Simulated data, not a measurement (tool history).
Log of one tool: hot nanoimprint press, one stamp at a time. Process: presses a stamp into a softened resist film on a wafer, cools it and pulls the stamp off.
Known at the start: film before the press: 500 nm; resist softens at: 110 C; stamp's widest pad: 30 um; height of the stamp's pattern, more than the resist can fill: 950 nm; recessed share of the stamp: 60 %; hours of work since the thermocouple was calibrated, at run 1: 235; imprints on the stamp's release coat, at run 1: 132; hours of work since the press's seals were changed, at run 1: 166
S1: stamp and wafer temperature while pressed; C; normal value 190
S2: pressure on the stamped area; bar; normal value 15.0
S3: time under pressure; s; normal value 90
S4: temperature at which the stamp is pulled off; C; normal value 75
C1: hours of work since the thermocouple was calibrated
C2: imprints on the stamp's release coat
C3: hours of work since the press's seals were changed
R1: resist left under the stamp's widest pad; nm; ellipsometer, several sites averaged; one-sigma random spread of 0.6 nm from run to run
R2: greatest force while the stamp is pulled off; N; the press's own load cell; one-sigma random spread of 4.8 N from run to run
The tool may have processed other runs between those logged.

{"run": 1, "hour": 0.0, "S1": 190, "S2": 15.0, "S3": 90, "S4": 75, "C1": 235, "C2": 132, "C3": 166, "R1": 182.1, "R2": 235}
{"run": 2, "hour": 28.2, "S1": 190, "S2": 15.0, "S3": 90, "S4": 75, "C1": 249, "C2": 179, "C3": 180, "R1": 181.1, "R2": 237}
{"hour": 38.9, "done": "plate thermocouple calibrated"}
{"run": 3, "hour": 54.6, "S1": 190, "S2": 15.0, "S3": 90, "S4": 77, "C1": 7, "C2": 217, "C3": 191, "R1": 178.8, "R2": 230}
{"run": 4, "hour": 95.6, "S1": 190, "S2": 15.0, "S3": 90, "S4": 77, "C1": 27, "C2": 285, "C3": 211, "R1": 178.2, "R2": 247}
{"hour": 119.5, "done": "plate thermocouple calibrated, once more"}
{"run": 5, "hour": 130.3, "S1": 190, "S2": 15.0, "S3": 156, "S4": 75, "C1": 5, "C2": 337, "C3": 226, "R1": 156.3, "R2": 247}
{"run": 6, "hour": 172.8, "S1": 190, "S2": 15.0, "S3": 69, "S4": 75, "C1": 25, "C2": 407, "C3": 246, "R1": 211.0, "R2": 243}
{"run": 7, "hour": 212.5, "S1": 190, "S2": 15.0, "S3": 69, "S4": 61, "C1": 44, "C2": 473, "C3": 265, "R1": 209.8, "R2": 281}
{"run": 8, "hour": 240.7, "S1": 190, "S2": 15.0, "S3": 90, "S4": 75, "C1": 58, "C2": 519, "C3": 279, "R1": 190.2, "R2": 238}
{"run": 9, "hour": 285.0, "S1": 190, "S2": 15.0, "S3": 90, "S4": 75, "C1": 79, "C2": 592, "C3": 300, "R1": 189.1, "R2": 249}
{"run": 10, "hour": 332.7, "S1": 190, "S2": 15.0, "S3": 125, "S4": 75, "C1": 102, "C2": 671, "C3": 323, "R1": 167.0, "R2": 248}
{"run": 11, "hour": 370.1, "S1": 190, "S2": 15.0, "S3": 125, "S4": 75, "C1": 120, "C2": 732, "C3": 340, "R1": 166.6, "R2": 253}
{"run": 12, "hour": 400.5, "S1": 190, "S2": 15.0, "S3": 125, "S4": 75, "C1": 134, "C2": 782, "C3": 355, "R1": 167.2, "R2": 257}
{"run": 13, "hour": 453.5, "S1": 190, "S2": 21.1, "S3": 90, "S4": 75, "C1": 160, "C2": 870, "C3": 380, "R1": 156.0, "R2": 260}
{"run": 14, "hour": 483.6, "S1": 190, "S2": 15.0, "S3": 90, "S4": 75, "C1": 174, "C2": 919, "C3": 395, "R1": 187.6, "R2": 262}
{"run": 15, "hour": 508.5, "S1": 190, "S2": 15.0, "S3": 90, "S4": 75, "C1": 186, "C2": 960, "C3": 407, "R1": 185.2, "R2": 261}
{"run": 16, "hour": 552.3, "S1": 198, "S2": 15.0, "S3": 97, "S4": 73, "C1": 207, "C2": 1033, "C3": 428, "R1": 125.8, "R2": 269}
{"run": 17, "hour": 583.2, "S1": 198, "S2": 10.7, "S3": 119, "S4": 73, "C1": 222, "C2": 1083, "C3": 442, "R1": 139.5, "R2": 270}
{"run": 18, "hour": 634.4, "S1": 198, "S2": 10.7, "S3": 119, "S4": 73, "C1": 246, "C2": 1168, "C3": 467, "R1": 139.7, "R2": 274}
{"hour": 650.5, "done": "plate thermocouple calibrated"}
{"run": 19, "hour": 682.8, "S1": 190, "S2": 22.5, "S3": 73, "S4": 72, "C1": 15, "C2": 1243, "C3": 488, "R1": 169.6, "R2": 267}
{"run": 20, "hour": 727.7, "S1": 181, "S2": 15.0, "S3": 150, "S4": 75, "C1": 37, "C2": 1317, "C3": 510, "R1": 245.0, "R2": 284}
{"run": 21, "hour": 778.8, "S1": 181, "S2": 15.0, "S3": 150, "S4": 75, "C1": 61, "C2": 1401, "C3": 534, "R1": 245.0, "R2": 272}
{"run": 22, "hour": 810.2, "S1": 190, "S2": 10.3, "S3": 90, "S4": 66, "C1": 76, "C2": 1452, "C3": 549, "R1": 232.9, "R2": 285}
{"run": 23, "hour": 832.8, "S1": 200, "S2": 15.0, "S3": 90, "S4": 75, "C1": 87, "C2": 1490, "C3": 560, "R1": 121.8, "R2": 279}
{"run": 24, "hour": 858.6, "S1": 190, "S2": 23.8, "S3": 78, "S4": 75, "C1": 100, "C2": 1532, "C3": 572, "R1": 158.2, "R2": 265}
{"run": 25, "hour": 890.6, "S1": 190, "S2": 18.6, "S3": 103, "S4": 75, "C1": 115, "C2": 1585, "C3": 588, "R1": 161.7, "R2": 277}
{"hour": 927.7, "done": "press's hydraulic seals changed and the load cell set to zero"}
{"run": 26, "hour": 941.2, "S1": 190, "S2": 18.6, "S3": 103, "S4": 75, "C1": 135, "C2": 1655, "C3": 6, "R1": 157.4, "R2": 278}
{"run": 27, "hour": 963.9, "S1": 181, "S2": 15.0, "S3": 90, "S4": 75, "C1": 146, "C2": 1693, "C3": 17, "R1": 280.1, "R2": 283}
{"run": 28, "hour": 988.3, "S1": 181, "S2": 15.0, "S3": 90, "S4": 75, "C1": 158, "C2": 1733, "C3": 29, "R1": 280.0, "R2": 285}
{"run": 29, "hour": 1026.8, "S1": 196, "S2": 15.3, "S3": 55, "S4": 75, "C1": 176, "C2": 1796, "C3": 47, "R1": 169.1, "R2": 281}
{"run": 30, "hour": 1073.9, "S1": 198, "S2": 15.0, "S3": 90, "S4": 80, "C1": 199, "C2": 1874, "C3": 70, "R1": 128.5, "R2": 279}

Consider 3 possible next runs. They are alternatives, not a sequence: every one starts from the tool as it was left by run 30. What does each give?
{"run": "A", "hour": 1123.4, "S1": 190, "S2": 15.0, "S3": 153, "S4": 75, "C1": 222, "C2": 1955, "C3": 94, "R1": "?", "R2": "?"}
{"run": "B", "hour": 1123.4, "S1": 186, "S2": 11.6, "S3": 110, "S4": 75, "C1": 222, "C2": 1955, "C3": 94, "R1": "?", "R2": "?"}
{"run": "C", "hour": 1123.4, "S1": 184, "S2": 12.6, "S3": 148, "S4": 80, "C1": 222, "C2": 1955, "C3": 94, "R1": "?", "R2": "?"}

run=A R1=150.0 R2=293
run=B R1=233.6 R2=285
run=C R1=223.3 R2=277
Without the tool's unlogged condition, the same runs would have read:
run=A R1=154.9 R2=241
run=B R1=240.8 R2=234
run=C R1=230.5 R2=227

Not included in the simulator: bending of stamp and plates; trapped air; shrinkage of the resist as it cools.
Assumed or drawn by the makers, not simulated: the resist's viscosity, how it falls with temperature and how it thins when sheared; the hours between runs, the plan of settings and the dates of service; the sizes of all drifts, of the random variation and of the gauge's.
